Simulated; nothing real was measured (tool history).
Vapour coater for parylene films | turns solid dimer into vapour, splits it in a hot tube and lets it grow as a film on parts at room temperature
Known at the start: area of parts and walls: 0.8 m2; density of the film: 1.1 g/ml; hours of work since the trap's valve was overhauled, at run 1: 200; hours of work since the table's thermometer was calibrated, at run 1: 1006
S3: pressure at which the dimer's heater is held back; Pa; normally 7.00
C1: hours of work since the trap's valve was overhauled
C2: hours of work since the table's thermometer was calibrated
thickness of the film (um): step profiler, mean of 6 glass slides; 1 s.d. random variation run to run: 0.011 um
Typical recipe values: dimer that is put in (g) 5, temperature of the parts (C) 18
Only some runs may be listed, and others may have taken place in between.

{"run": 1, "hour": 0.0, "dimer that is put in (g)": 5, "temperature of the parts (C)": 18, "S3": 7.0, "C1": 200, "C2": 1006, "thickness of the film (um)": 4.13}
{"run": 2, "hour": 37.0, "dimer that is put in (g)": 5, "temperature of the parts (C)": 18, "S3": 7.0, "C1": 231, "C2": 1036, "thickness of the film (um)": 4.11}
{"run": 3, "hour": 65.6, "dimer that is put in (g)": 5, "temperature of the parts (C)": 18, "S3": 7.0, "C1": 255, "C2": 1060, "thickness of the film (um)": 4.14}
{"run": 4, "hour": 87.4, "dimer that is put in (g)": 5, "temperature of the parts (C)": 18, "S3": 7.0, "C1": 273, "C2": 1078, "thickness of the film (um)": 4.12}
{"run": 5, "hour": 117.9, "dimer that is put in (g)": 4, "temperature of the parts (C)": 18, "S3": 7.0, "C1": 298, "C2": 1103, "thickness of the film (um)": 3.29}
{"run": 6, "hour": 154.1, "dimer that is put in (g)": 5, "temperature of the parts (C)": 14, "S3": 7.0, "C1": 328, "C2": 1133, "thickness of the film (um)": 4.75}
{"run": 7, "hour": 176.8, "dimer that is put in (g)": 5, "temperature of the parts (C)": 14, "S3": 7.0, "C1": 346, "C2": 1152, "thickness of the film (um)": 4.75}
{"run": 8, "hour": 208.6, "dimer that is put in (g)": 4, "temperature of the parts (C)": 14, "S3": 7.0, "C1": 373, "C2": 1178, "thickness of the film (um)": 3.81}
{"run": 9, "hour": 240.5, "dimer that is put in (g)": 4, "temperature of the parts (C)": 14, "S3": 4.3, "C1": 399, "C2": 1204, "thickness of the film (um)": 4.13}
{"hour": 254.6, "done": "trap's valve overhauled"}
{"run": 10, "hour": 282.5, "dimer that is put in (g)": 5, "temperature of the parts (C)": 29, "S3": 7.0, "C1": 23, "C2": 1236, "thickness of the film (um)": 2.76}
{"run": 11, "hour": 304.7, "dimer that is put in (g)": 5, "temperature of the parts (C)": 29, "S3": 7.0, "C1": 41, "C2": 1254, "thickness of the film (um)": 2.76}
{"run": 12, "hour": 344.9, "dimer that is put in (g)": 5, "temperature of the parts (C)": 29, "S3": 7.0, "C1": 75, "C2": 1287, "thickness of the film (um)": 2.76}
{"run": 13, "hour": 376.3, "dimer that is put in (g)": 8, "temperature of the parts (C)": 29, "S3": 7.0, "C1": 101, "C2": 1313, "thickness of the film (um)": 4.4}
{"run": 14, "hour": 423.2, "dimer that is put in (g)": 5, "temperature of the parts (C)": 23, "S3": 7.0, "C1": 139, "C2": 1352, "thickness of the film (um)": 3.43}
{"run": 15, "hour": 469.4, "dimer that is put in (g)": 5, "temperature of the parts (C)": 23, "S3": 7.0, "C1": 178, "C2": 1390, "thickness of the film (um)": 3.42}
{"run": 16, "hour": 507.9, "dimer that is put in (g)": 5, "temperature of the parts (C)": 23, "S3": 7.0, "C1": 209, "C2": 1422, "thickness of the film (um)": 3.43}
{"run": 17, "hour": 536.5, "dimer that is put in (g)": 5, "temperature of the parts (C)": 23, "S3": 7.0, "C1": 233, "C2": 1446, "thickness of the film (um)": 3.42}
{"run": 18, "hour": 568.5, "dimer that is put in (g)": 5, "temperature of the parts (C)": 23, "S3": 7.0, "C1": 259, "C2": 1472, "thickness of the film (um)": 3.43}
{"run": 19, "hour": 619.2, "dimer that is put in (g)": 3, "temperature of the parts (C)": 23, "S3": 8.06, "C1": 301, "C2": 1514, "thickness of the film (um)": 2.02}
{"run": 20, "hour": 652.8, "dimer that is put in (g)": 5, "temperature of the parts (C)": 15, "S3": 7.0, "C1": 329, "C2": 1542, "thickness of the film (um)": 4.58}
{"run": 21, "hour": 694.6, "dimer that is put in (g)": 5, "temperature of the parts (C)": 15, "S3": 3.89, "C1": 364, "C2": 1577, "thickness of the film (um)": 5.03}
{"run": 22, "hour": 719.1, "dimer that is put in (g)": 3, "temperature of the parts (C)": 18, "S3": 11.13, "C1": 384, "C2": 1597, "thickness of the film (um)": 2.28}
{"hour": 750.3, "done": "trap's valve overhauled"}
{"run": 23, "hour": 754.5, "dimer that is put in (g)": 3, "temperature of the parts (C)": 18, "S3": 11.13, "C1": 3, "C2": 1623, "thickness of the film (um)": 2.29}
{"run": 24, "hour": 777.3, "dimer that is put in (g)": 5, "temperature of the parts (C)": 29, "S3": 9.49, "C1": 22, "C2": 1642, "thickness of the film (um)": 2.64}
{"run": 25, "hour": 808.6, "dimer that is put in (g)": 5, "temperature of the parts (C)": 29, "S3": 9.49, "C1": 48, "C2": 1667, "thickness of the film (um)": 2.63}
{"run": 26, "hour": 857.8, "dimer that is put in (g)": 5, "temperature of the parts (C)": 19, "S3": 3.57, "C1": 89, "C2": 1708, "thickness of the film (um)": 4.44}
{"run": 27, "hour": 891.3, "dimer that is put in (g)": 5, "temperature of the parts (C)": 19, "S3": 3.57, "C1": 117, "C2": 1736, "thickness of the film (um)": 4.41}
{"run": 28, "hour": 935.1, "dimer that is put in (g)": 5, "temperature of the parts (C)": 19, "S3": 3.57, "C1": 153, "C2": 1772, "thickness of the film (um)": 4.42}
{"hour": 961.6, "done": "table's thermometer calibrated"}
{"run": 29, "hour": 987.0, "dimer that is put in (g)": 6, "temperature of the parts (C)": 25, "S3": 6.89, "C1": 195, "C2": 21, "thickness of the film (um)": 3.84}
{"run": 30, "hour": 1013.5, "dimer that is put in (g)": 5, "temperature of the parts (C)": 18, "S3": 2.43, "C1": 217, "C2": 43, "thickness of the film (um)": 4.88}
{"run": 31, "hour": 1049.3, "dimer that is put in (g)": 5, "temperature of the parts (C)": 28, "S3": 2.43, "C1": 246, "C2": 72, "thickness of the film (um)": 3.41}
{"run": 32, "hour": 1085.9, "dimer that is put in (g)": 2, "temperature of the parts (C)": 11, "S3": 4.83, "C1": 276, "C2": 103, "thickness of the film (um)": 2.23}
{"run": 33, "hour": 1118.0, "dimer that is put in (g)": 5, "temperature of the parts (C)": 11, "S3": 2.7, "C1": 303, "C2": 129, "thickness of the film (um)": 5.54}
{"run": 34, "hour": 1155.9, "dimer that is put in (g)": 2, "temperature of the parts (C)": 28, "S3": 4.12, "C1": 334, "C2": 161, "thickness of the film (um)": 1.25}

Describe how what the log doesn't record of the tool's condition differs between the last listed run preceding each entry between runs and the first listed run following it.
Runs 9 to 10: trap's valve overhauled (hour 254.6)
  vapour lost through the trap's worn valve, %: 0.1 -> 0
Runs 22 to 23: trap's valve overhauled (hour 750.3)
  vapour lost through the trap's worn valve, %: 0.1 -> 0
Runs 28 to 29: table's thermometer calibrated (hour 961.6)
  true temperature of the parts over the reading, C: -0.01 -> 0

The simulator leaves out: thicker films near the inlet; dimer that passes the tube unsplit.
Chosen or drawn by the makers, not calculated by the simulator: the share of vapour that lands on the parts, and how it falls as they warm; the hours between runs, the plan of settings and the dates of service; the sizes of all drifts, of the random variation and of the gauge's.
